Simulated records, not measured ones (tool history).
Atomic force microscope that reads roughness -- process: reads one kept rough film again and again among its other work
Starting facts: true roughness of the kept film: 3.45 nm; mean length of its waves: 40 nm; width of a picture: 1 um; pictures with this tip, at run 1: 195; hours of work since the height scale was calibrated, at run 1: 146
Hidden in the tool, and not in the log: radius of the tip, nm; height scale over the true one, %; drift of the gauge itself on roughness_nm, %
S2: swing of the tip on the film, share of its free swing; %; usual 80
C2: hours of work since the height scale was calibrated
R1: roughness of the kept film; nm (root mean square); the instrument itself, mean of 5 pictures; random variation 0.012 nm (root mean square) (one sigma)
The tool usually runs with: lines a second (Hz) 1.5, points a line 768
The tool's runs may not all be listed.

run 1 hour=0 | lines_a_second_(Hz)=1.5 S2=80 points_a_line=768 | pictures_with_this_tip=195 C2=146 | R1=2.387
run 2 hour=9.9 | lines_a_second_(Hz)=1.5 S2=80 points_a_line=768 | pictures_with_this_tip=210 C2=152 | R1=2.351
run 3 hour=19.5 | lines_a_second_(Hz)=1.5 S2=80 points_a_line=768 | pictures_with_this_tip=224 C2=157 | R1=2.328
run 4 hour=27.8 | lines_a_second_(Hz)=1.5 S2=80 points_a_line=768 | pictures_with_this_tip=236 C2=162 | R1=2.314
run 5 hour=36.7 | lines_a_second_(Hz)=1.5 S2=80 points_a_line=768 | pictures_with_this_tip=249 C2=167 | R1=2.282
-- hour=39.9 new tip fitted
run 6 hour=44 | lines_a_second_(Hz)=2.19 S2=80 points_a_line=768 | pictures_with_this_tip=6 C2=170 | R1=2.581
run 7 hour=51.2 | lines_a_second_(Hz)=2.35 S2=80 points_a_line=768 | pictures_with_this_tip=16 C2=174 | R1=2.535
run 8 hour=58.7 | lines_a_second_(Hz)=1.5 S2=80 points_a_line=870 | pictures_with_this_tip=27 C2=178 | R1=2.693
run 9 hour=69.1 | lines_a_second_(Hz)=1.5 S2=80 points_a_line=870 | pictures_with_this_tip=42 C2=184 | R1=2.662
run 10 hour=76.9 | lines_a_second_(Hz)=1.5 S2=80 points_a_line=870 | pictures_with_this_tip=54 C2=189 | R1=2.657
run 11 hour=87.7 | lines_a_second_(Hz)=1.5 S2=63 points_a_line=768 | pictures_with_this_tip=69 C2=195 | R1=2.852
run 12 hour=97.3 | lines_a_second_(Hz)=1.98 S2=67 points_a_line=607 | pictures_with_this_tip=84 C2=200 | R1=2.701
run 13 hour=103.6 | lines_a_second_(Hz)=1.98 S2=67 points_a_line=607 | pictures_with_this_tip=93 C2=203 | R1=2.698
run 14 hour=112.4 | lines_a_second_(Hz)=1.98 S2=67 points_a_line=607 | pictures_with_this_tip=106 C2=208 | R1=2.649
run 15 hour=117.8 | lines_a_second_(Hz)=1.3 S2=65 points_a_line=607 | pictures_with_this_tip=113 C2=211 | R1=2.733
run 16 hour=127.2 | lines_a_second_(Hz)=1.3 S2=65 points_a_line=607 | pictures_with_this_tip=127 C2=217 | R1=2.714
run 17 hour=135.8 | lines_a_second_(Hz)=1.64 S2=80 points_a_line=397 | pictures_with_this_tip=140 C2=221 | R1=2.439
run 18 hour=144.3 | lines_a_second_(Hz)=1.5 S2=57 points_a_line=397 | pictures_with_this_tip=152 C2=226 | R1=2.699
run 19 hour=154.4 | lines_a_second_(Hz)=1.5 S2=59 points_a_line=968 | pictures_with_this_tip=167 C2=232 | R1=2.66
run 20 hour=162 | lines_a_second_(Hz)=1.5 S2=59 points_a_line=968 | pictures_with_this_tip=178 C2=236 | R1=2.654
run 21 hour=172.3 | lines_a_second_(Hz)=1.5 S2=59 points_a_line=968 | pictures_with_this_tip=193 C2=242 | R1=2.618
run 22 hour=180.8 | lines_a_second_(Hz)=1.5 S2=59 points_a_line=968 | pictures_with_this_tip=205 C2=246 | R1=2.596

Take each entry between the runs: how does the hidden state at the last listed run before it differ from the hidden state at the first listed run after it?
After run 5, before run 6: new tip fitted (hour 39.9)
  radius of the tip, nm: 36.2 -> 10.8; height scale over the true one, %: -0.38 -> -0.39
  measured less the result without the state, R1: -0.479 -> -0.027 nm (root mean square)

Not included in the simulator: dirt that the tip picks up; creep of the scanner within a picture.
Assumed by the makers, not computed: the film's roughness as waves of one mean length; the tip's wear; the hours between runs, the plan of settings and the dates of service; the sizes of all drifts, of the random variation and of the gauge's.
